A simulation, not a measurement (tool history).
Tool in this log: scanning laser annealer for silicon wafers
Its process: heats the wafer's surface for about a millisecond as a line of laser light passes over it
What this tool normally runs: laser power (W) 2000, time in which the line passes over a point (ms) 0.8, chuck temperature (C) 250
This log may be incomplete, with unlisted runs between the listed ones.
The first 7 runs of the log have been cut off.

| run | hour | laser power (W) | time in which the line passes over a point (ms) | chuck temperature (C) | highest temperature of the surface (C) |
|---|---|---|---|---|---|
| 8 | 405.7 | 2017 | 0.816 | 250 | 1071 |
| 9 | 446.8 | 2017 | 0.833 | 250 | 1077 |
| 10 | 497.9 | 2139 | 0.8 | 250 | 1120 |
| 11 | 538 | 2000 | 0.8 | 250 | 1049 |
| 12 | 605.7 | 2000 | 0.8 | 250 | 1050 |
| 13 | 660.1 | 2000 | 0.954 | 250 | 1120 |
| 14 | 700.4 | 2000 | 0.954 | 250 | 1120 |
| 15 | 764.7 | 2000 | 0.954 | 250 | 1118 |
| 16 | 818.5 | 2000 | 0.8 | 250 | 1043 |
| 17 | 851.1 | 2000 | 0.8 | 250 | 1042 |

Run 18 has not been measured yet. What should we expect?
| 18 | 895.1 | 2059 | 0.8 | 280 | ? |

{"run 18": {"highest temperature of the surface (C)": 1098}}
Had the tool carried no hidden state, the very same run would have given highest temperature of the surface (C) 1141.
